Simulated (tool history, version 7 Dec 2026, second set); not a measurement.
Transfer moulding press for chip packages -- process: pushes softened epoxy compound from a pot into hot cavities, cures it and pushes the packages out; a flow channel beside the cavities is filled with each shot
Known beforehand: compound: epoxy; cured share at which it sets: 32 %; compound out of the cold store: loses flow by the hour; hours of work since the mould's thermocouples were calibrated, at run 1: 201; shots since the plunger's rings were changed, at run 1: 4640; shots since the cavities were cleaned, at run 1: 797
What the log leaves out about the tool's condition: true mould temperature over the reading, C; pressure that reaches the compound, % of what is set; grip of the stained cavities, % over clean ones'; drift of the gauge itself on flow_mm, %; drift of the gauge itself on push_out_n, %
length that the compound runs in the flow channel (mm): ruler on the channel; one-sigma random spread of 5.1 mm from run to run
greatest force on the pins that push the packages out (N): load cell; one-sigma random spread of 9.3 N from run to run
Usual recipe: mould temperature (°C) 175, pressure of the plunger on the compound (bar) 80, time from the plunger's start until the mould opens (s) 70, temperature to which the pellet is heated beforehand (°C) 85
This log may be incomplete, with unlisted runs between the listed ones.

run	hour	mould temperature (°C)	pressure of the plunger on the compound (bar)	time from the plunger's start until the mould opens (s)	temperature to which the pellet is heated beforehand (°C)	hours of work since the mould's thermocouples were calibrated	shots since the plunger's rings were changed	shots since the cavities were cleaned	incoming compound's hours out of the cold store	length that the compound runs in the flow channel (mm)	greatest force on the pins that push the packages out (N)
1	0	175	80	70	85	201	4640	797	46.4	477	662
2	10.8	175	80	70	85	207	4766	923	20.1	517	711
3	16.9	175	80	70	85	209	4838	995	16.2	522	694
4	24.6	175	80	70	85	213	4928	1085	22.9	515	718
# hour 34.5: cavities cleaned with cleaning compound and waxed
5	38.9	175	80	70	85	219	5077	51	15.4	529	860
6	50.2	175	80	70	85	224	5209	183	31.9	504	793
7	56.6	175	80	70	85	227	5285	259	36	498	784
8	64.3	175	80	70	76	231	5374	348	31.6	499	790
9	69.9	175	80	70	83	233	5440	414	44.4	480	714
10	76.7	175	80	70	85	237	5520	494	16.3	514	748
11	83	175	80	70	85	239	5593	567	26.1	509	728
12	91.8	175	66.4	70	85	244	5697	671	9.9	483	768
# hour 98.7: cavities cleaned with cleaning compound and waxed, once more
13	104.9	181	66.4	70	85	249	5833	74	31.7	428	362
14	113.4	175	96.5	70	85	253	5932	173	43.5	523	519
# hour 125.2: plunger's sealing rings changed
15	128.8	171	80	70	86	259	42	324	11.7	568	816
16	140.5	171	80	70	86	264	178	460	47.7	506	758
17	152.1	175	80	70	91	270	314	596	28.6	523	620
18	157.8	174	97.4	74	89	273	381	663	28	591	602
19	163.1	174	97.4	74	89	275	442	724	24	613	627
20	173.2	169	86.1	61	87	280	562	844	20.1	579	1516
21	185.4	182	80	58	85	285	704	986	31.1	515	687
22	191	180	67.5	84	81	288	769	1051	14.5	500	476
# hour 203.8: cavities cleaned with cleaning compound and waxed
23	205.4	180	67.5	84	81	294	921	20	33.3	476	308
24	212.4	178	69.7	70	85	297	1003	102	27.8	501	431
25	225.1	178	69.7	70	85	303	1151	250	44.4	467	465
26	237.5	175	74.9	64	85	309	1296	395	10.7	541	806
27	244.8	175	71.3	70	85	312	1381	480	21.8	511	622
28	254.6	174	71.3	70	80	317	1496	595	29.6	500	724

Here are 5 independent what-if runs from the current tool condition. What would each one return?
A	262.4	174	66.6	57	90	321	1588	687	45.6	?	?
B	262.4	172	80	70	85	321	1588	687	42.5	?	?
C	262.4	174	87.1	70	86	321	1588	687	34.5	?	?
D	262.4	174	71.3	65	80	321	1588	687	36	?	?
E	262.4	182	71.3	70	80	321	1588	687	28.5	?	?

run	length that the compound runs in the flow channel (mm)	greatest force on the pins that push the packages out (N)
A	455	1132
B	513	786
C	540	696
D	487	842
E	481	481
Stripped of hidden state, with their random variation kept, the same runs would have yielded:
run	length that the compound runs in the flow channel (mm)	greatest force on the pins that push the packages out (N)
A	466	748
B	525	523
C	552	461
D	498	557
E	492	306
